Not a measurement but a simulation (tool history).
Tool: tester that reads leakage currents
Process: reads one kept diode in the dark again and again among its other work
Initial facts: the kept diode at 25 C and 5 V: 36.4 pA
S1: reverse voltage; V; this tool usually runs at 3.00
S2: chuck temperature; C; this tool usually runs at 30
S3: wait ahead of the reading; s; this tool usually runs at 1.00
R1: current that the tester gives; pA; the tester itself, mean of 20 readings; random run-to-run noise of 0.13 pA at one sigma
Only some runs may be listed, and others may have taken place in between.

run    hour     S1  S2    S3      R1
  1     0.0   3.00  30  1.00   45.36
  2    35.4   3.00  30  1.00   45.23
  3    77.4   3.00  30  1.00   45.43
  4   117.6   3.00  30  1.00   45.08
  5   174.8   3.00  30  1.00   45.10
  6   216.4   3.00  30  1.00   45.09
  7   257.9   3.00  30  1.00   44.96
  8   286.2   3.00  44  1.00  110.07
  9   344.0   3.00  44  1.00  109.87
 10   390.8   3.00  30  7.72   44.54
 11   415.6   3.00  30  1.89   44.62
 12   471.4   3.00  30  1.89   44.60
 13   503.9   3.00  30  1.89   44.66
 14   565.3   3.00  30  1.00   44.99
 15   626.6   3.00  30  1.00   44.78
 16   679.0   3.00  24  0.76   30.86
 17   727.6   3.00  24  0.38   31.84
      735.3  -- probe card cleaned and baked
 18   775.4   3.00  24  0.38   33.87
 19   827.9   3.00  30  0.38   47.84
 20   865.1   3.00  47  6.52  131.82
 21   901.1   3.00  25  0.85   35.05
 22   943.3  19.79  30  1.58  146.88
      969.1  -- probe card cleaned and baked, once more
 23   985.7   3.00  30  1.73   40.01
 24  1030.0   3.00  30  2.08   40.05
 25  1072.7   3.00  30  0.44   41.11
 26  1131.7   2.64  33  1.00   46.41
 27  1170.1   2.10  25  0.82   23.68
 28  1225.1   1.66  54  0.38  145.32

For each run, the measured value with the value that run would have given without the tool's hidden condition subtracted. The run-to-run variation is shared by both, the gauge scatter possibly not:
Hidden state present: stray current of the dirty probe card, pA a volt; current scale over the true one, %; true chuck temperature over the reading, C; drift of the gauge itself on leakage_pa, %.
run      R1
  1   +3.81
  2   +3.78
  3   +3.77
  4   +3.71
  5   +3.67
  6   +3.65
  7   +3.62
  8   +3.10
  9   +2.95
 10   +3.56
 11   +3.52
 12   +3.48
 13   +3.46
 14   +3.42
 15   +3.36
 16   +3.61
 17   +3.60
 18   +5.73
 19   +5.34
 20   +3.25
 21   +5.69
 22  +40.10
 23   -1.24
 24   -1.28
 25   -1.31
 26   -1.57
 27   -0.82
 28   -5.00

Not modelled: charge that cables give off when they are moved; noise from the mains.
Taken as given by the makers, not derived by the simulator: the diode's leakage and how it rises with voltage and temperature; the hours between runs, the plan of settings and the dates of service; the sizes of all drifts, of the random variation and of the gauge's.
